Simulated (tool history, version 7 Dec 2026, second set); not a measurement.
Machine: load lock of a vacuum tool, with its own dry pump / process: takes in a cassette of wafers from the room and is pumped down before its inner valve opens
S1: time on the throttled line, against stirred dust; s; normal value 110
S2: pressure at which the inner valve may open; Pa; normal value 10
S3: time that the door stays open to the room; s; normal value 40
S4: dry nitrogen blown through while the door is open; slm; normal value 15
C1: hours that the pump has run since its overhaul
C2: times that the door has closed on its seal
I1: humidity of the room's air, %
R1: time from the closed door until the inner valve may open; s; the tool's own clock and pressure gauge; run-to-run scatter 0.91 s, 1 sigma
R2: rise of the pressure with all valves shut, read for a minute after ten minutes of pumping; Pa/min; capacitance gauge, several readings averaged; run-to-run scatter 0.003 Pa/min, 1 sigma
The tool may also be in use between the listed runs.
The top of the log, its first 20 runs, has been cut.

run      day   S1  S2   S3  S4    C1     C2    I1     R1     R2
 21  242.742  129  10   62   5  3795  38683  43.2  178.1  0.103
 22  250.429   61   8  170   6  3980  39603  43.4  122.9  0.123
 23  264.996  176  10   40  16  4329  41346  46.2  220.7  0.099
 24  274.354  176  11   25  16  4554  42467  44.5  220.1  0.097
 25  290.342  110  10  223  16  4938  44380  47.1  164.2  0.129
 26  301.629  110   8  223   8  5209  45732    46  166.8  0.151
 27  314.062  110   8  223   8  5507  47220  45.5  165.5  0.146
 28  324.692  110   8  223   8  5762  48492    41    167  0.144
 29  338.408   75  12  236  40  6091  50134  45.4  133.5  0.129
 30  351.962   82  13  236  40  6417  51757  45.3  140.6  0.134
 31  361.488  110   9   40   5  6645  52897  45.1  167.2  0.145
 32  374.833  110   9   40   5  6965  54494  48.5  168.2  0.155
 33  383.258  110  10   40  10  7168  55503  46.8  167.6   0.15
 34  391.879   90  10   40  10  7375  56535  42.7  148.4  0.151
 35  404.175  122   9   40  10  7670  58007  46.6  176.5   0.16

Expected results for the next run?
 36  414.908  97   8  124  40  7927  59292  46.4   ?   ?

Run 36 came out at R1 158.6 s, R2 0.159 Pa/min.
On a tool with no hidden condition, and with the same random variation, this run would have come out at R1 150.6 s, R2 0.023 Pa/min.
